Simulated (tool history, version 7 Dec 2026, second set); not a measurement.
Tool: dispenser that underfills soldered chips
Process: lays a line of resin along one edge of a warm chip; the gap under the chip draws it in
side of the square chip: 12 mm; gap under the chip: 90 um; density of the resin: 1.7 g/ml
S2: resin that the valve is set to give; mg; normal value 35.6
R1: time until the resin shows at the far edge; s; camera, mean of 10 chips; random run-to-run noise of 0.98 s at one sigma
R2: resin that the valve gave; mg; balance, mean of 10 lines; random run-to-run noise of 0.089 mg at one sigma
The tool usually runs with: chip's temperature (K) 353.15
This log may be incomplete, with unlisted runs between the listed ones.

{"run": 1, "day": 0.0, "chip's temperature (K)": 353.15, "S2": 35.6, "R1": 168.8, "R2": 33.69}
{"day": 0.071, "done": "new syringe of resin"}
{"run": 2, "day": 0.325, "chip's temperature (K)": 342.15, "S2": 35.6, "R1": 200.4, "R2": 33.66}
{"day": 0.45, "done": "dispensing valve cleaned and set on the balance"}
{"day": 0.671, "done": "new syringe of resin"}
{"run": 3, "day": 0.846, "chip's temperature (K)": 342.15, "S2": 35.6, "R1": 184.8, "R2": 35.55}
{"day": 1.217, "done": "new syringe of resin"}
{"run": 4, "day": 1.217, "chip's temperature (K)": 342.15, "S2": 35.6, "R1": 151.2, "R2": 35.33}
{"run": 5, "day": 1.558, "chip's temperature (K)": 342.15, "S2": 35.6, "R1": 226.2, "R2": 35.2}
{"day": 1.754, "done": "new syringe of resin"}
{"run": 6, "day": 1.962, "chip's temperature (K)": 342.15, "S2": 35.6, "R1": 190.3, "R2": 34.82}
{"day": 2.292, "done": "new syringe of resin"}
{"run": 7, "day": 2.292, "chip's temperature (K)": 360.15, "S2": 35.6, "R1": 71.2, "R2": 34.85}
{"run": 8, "day": 2.638, "chip's temperature (K)": 347.15, "S2": 31.6, "R1": 182.3, "R2": 30.64}
{"day": 2.821, "done": "new syringe of resin"}
{"run": 9, "day": 3.25, "chip's temperature (K)": 348.15, "S2": 41.6, "R1": 190.2, "R2": 40.18}
{"day": 3.371, "done": "new syringe of resin"}
{"run": 10, "day": 3.846, "chip's temperature (K)": 365.15, "S2": 33.0, "R1": 106.6, "R2": 31.56}
{"day": 3.908, "done": "new syringe of resin"}
{"day": 4.396, "done": "dispensing valve cleaned and set on the balance"}
{"run": 11, "day": 4.396, "chip's temperature (K)": 354.15, "S2": 39.3, "R1": 151.2, "R2": 39.49}
{"day": 4.512, "done": "new syringe of resin"}
{"run": 12, "day": 4.746, "chip's temperature (K)": 345.15, "S2": 34.4, "R1": 174.9, "R2": 34.27}
{"day": 5.054, "done": "new syringe of resin"}
{"run": 13, "day": 5.217, "chip's temperature (K)": 345.15, "S2": 34.4, "R1": 162.7, "R2": 34.21}
{"day": 5.588, "done": "new syringe of resin"}
{"run": 14, "day": 5.7, "chip's temperature (K)": 353.15, "S2": 33.1, "R1": 109.8, "R2": 32.53}

Measured minus without-hidden-state, run by run (identical run-to-run variation in each term; gauge scatter may differ):
The hidden state here: resin's viscosity, % of fresh resin's; dose that the valve gives, % of what is set; true chip temperature over the reading, C; drift of the gauge itself on fill_s, %; drift of the gauge itself on given_mg, %.
run=1 R1=+76.7 R2=-1.85
run=2 R1=+53.6 R2=-2.01
run=3 R1=+39.8 R2=-0.13
run=4 R1=+4.7 R2=-0.30
run=5 R1=+81.0 R2=-0.46
run=6 R1=+44.5 R2=-0.68
run=7 R1=+1.3 R2=-0.83
run=8 R1=+64.9 R2=-0.87
run=9 R1=+78.2 R2=-1.49
run=10 R1=+47.8 R2=-1.44
run=11 R1=+63.8 R2=+0.09
run=12 R1=+45.7 R2=-0.09
run=13 R1=+32.4 R2=-0.29
run=14 R1=+16.9 R2=-0.49

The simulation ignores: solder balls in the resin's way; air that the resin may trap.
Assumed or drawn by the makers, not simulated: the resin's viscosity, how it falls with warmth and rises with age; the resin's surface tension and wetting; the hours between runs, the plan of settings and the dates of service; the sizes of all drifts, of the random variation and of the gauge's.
